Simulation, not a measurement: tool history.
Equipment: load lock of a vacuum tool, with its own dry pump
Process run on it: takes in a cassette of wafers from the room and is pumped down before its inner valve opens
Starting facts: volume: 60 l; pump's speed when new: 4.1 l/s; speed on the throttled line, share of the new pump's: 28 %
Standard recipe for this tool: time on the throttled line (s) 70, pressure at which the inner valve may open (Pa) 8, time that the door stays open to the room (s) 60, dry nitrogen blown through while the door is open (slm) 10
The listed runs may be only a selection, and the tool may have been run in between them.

| run | hour | time on the throttled line (s) | pressure at which the inner valve may open (Pa) | time that the door stays open to the room (s) | dry nitrogen blown through while the door is open (slm) | incoming humidity of the room's air, % | time from the closed door until the inner valve may open (s) | rise of the pressure with all valves shut (Pa/min) |
|---|---|---|---|---|---|---|---|---|
| 1 | 0 | 70 | 8 | 60 | 10 | 49.7 | 200 | 0.056 |
| 2 | 294.9 | 70 | 8 | 60 | 10 | 47.2 | 198.6 | 0.067 |
| 3 | 471.6 | 70 | 12 | 60 | 10 | 46.2 | 193.3 | 0.064 |
| 4 | 727.2 | 70 | 12 | 60 | 10 | 41.7 | 195.2 | 0.062 |
| 5 | 990.7 | 70 | 12 | 60 | 10 | 43.7 | 195.4 | 0.059 |
| 6 | 1306 | 70 | 12 | 60 | 10 | 41.4 | 193.9 | 0.061 |
| 7 | 1660.7 | 70 | 8 | 210 | 10 | 47.2 | 202.5 | 0.088 |
| 8 | 1884 | 70 | 8 | 210 | 10 | 45.9 | 203 | 0.086 |
| 9 | 2227.4 | 70 | 8 | 210 | 10 | 48.1 | 204.1 | 0.087 |
| 10 | 2586.3 | 70 | 8 | 60 | 10 | 45.5 | 206 | 0.073 |
| 11 | 2918.9 | 70 | 8 | 60 | 10 | 42.3 | 206.6 | 0.07 |
| 12 | 3323.8 | 70 | 8 | 60 | 10 | 46.3 | 204.9 | 0.074 |
| 13 | 3709.6 | 70 | 8 | 60 | 10 | 41.8 | 206.9 | 0.068 |
| 14 | 4055.5 | 70 | 8 | 60 | 10 | 44.2 | 206.7 | 0.072 |
| 15 | 4462.5 | 70 | 8 | 60 | 44 | 46.7 | 205.5 | 0.064 |
| 16 | 4862.2 | 70 | 8 | 60 | 44 | 43 | 208.4 | 0.065 |
| 17 | 5064.5 | 70 | 8 | 60 | 44 | 46.2 | 208.1 | 0.064 |
| 18 | 5340.9 | 70 | 8 | 60 | 10 | 46.8 | 209.5 | 0.08 |
| 19 | 5608.2 | 67 | 8 | 60 | 10 | 44.8 | 209.9 | 0.079 |
| 20 | 5841 | 70 | 9 | 60 | 7 | 44.3 | 210.6 | 0.084 |
| 21 | 6086.9 | 70 | 9 | 60 | 7 | 47.9 | 212.1 | 0.087 |
| 22 | 6295 | 70 | 10 | 60 | 7 | 45.6 | 207.4 | 0.087 |
| 23 | 6478.9 | 70 | 10 | 60 | 7 | 43.2 | 208 | 0.083 |
| 24 | 6869.7 | 70 | 8 | 89 | 18 | 46 | 212.5 | 0.085 |
|  | 7069.8 | dry pump taken out, an overhauled one fitted |
| 25 | 7223.3 | 99 | 8 | 89 | 18 | 45 | 210.5 | 0.082 |
| 26 | 7565.4 | 70 | 8 | 60 | 40 | 42.6 | 188.8 | 0.072 |
| 27 | 7855.7 | 70 | 8 | 60 | 18 | 41.8 | 188.7 | 0.078 |
| 28 | 8126.9 | 70 | 8 | 60 | 4 | 46 | 191.6 | 0.102 |
| 29 | 8544.5 | 45 | 15 | 34 | 4 | 44 | 164.1 | 0.098 |
| 30 | 8923.6 | 36 | 7 | 60 | 32 | 46 | 170.4 | 0.083 |
| 31 | 9164.9 | 36 | 7 | 60 | 32 | 43.1 | 169.8 | 0.084 |
| 32 | 9537.5 | 36 | 7 | 60 | 32 | 45 | 171.1 | 0.08 |
| 33 | 9774.2 | 40 | 9 | 60 | 10 | 45.6 | 170.7 | 0.099 |
| 34 | 10156.9 | 92 | 8 | 60 | 10 | 44.7 | 212.5 | 0.096 |
| 35 | 10563 | 92 | 12 | 181 | 8 | 44.9 | 202.7 | 0.122 |
| 36 | 10911.6 | 92 | 12 | 182 | 8 | 48.5 | 200.4 | 0.129 |
| 37 | 11322.8 | 92 | 7 | 120 | 8 | 44.5 | 215 | 0.112 |

Hidden state or all else? Some run-to-run changes of time from the closed door until the inner valve may open (s), split into what the settings, what came in and random variation would give without the hidden state, and what is left for the hidden state (with any gauge scatter that isn't in both results):
The hidden state here: pump's speed, % of a new pump's; leak at the door's seal, Pa l/s; drift of the gauge itself on ready_s, %; drift of the gauge itself on rise_pa_min, %.
Run 6 -> 7: pressure at which the inner valve may open (Pa) 12 -> 8, time that the door stays open to the room (s) 60 -> 210. time from the closed door until the inner valve may open (s) +8.6: hidden state +1.5, all else +7.1.
Run 23 -> 24: pressure at which the inner valve may open (Pa) 10 -> 8, time that the door stays open to the room (s) 60 -> 89, dry nitrogen blown through while the door is open (slm) 7 -> 18. time from the closed door until the inner valve may open (s) +4.5: hidden state +1.2, all else +3.3.
Run 24 -> 25: time on the throttled line (s) 70 -> 99, dry pump taken out, an overhauled one fitted. time from the closed door until the inner valve may open (s) -2: hidden state -24.8, all else +22.8.
Run 25 -> 26: time on the throttled line (s) 99 -> 70, time that the door stays open to the room (s) 89 -> 60, dry nitrogen blown through while the door is open (slm) 18 -> 40. time from the closed door until the inner valve may open (s) -21.7: hidden state +0.5, all else -22.2.
Run 28 -> 29: time on the throttled line (s) 70 -> 45, pressure at which the inner valve may open (Pa) 8 -> 15, time that the door stays open to the room (s) 60 -> 34. time from the closed door until the inner valve may open (s) -27.5: hidden state +0.6, all else -28.1.
Run 33 -> 34: time on the throttled line (s) 40 -> 92, pressure at which the inner valve may open (Pa) 9 -> 8. time from the closed door until the inner valve may open (s) +41.8: hidden state +0.5, all else +41.3.
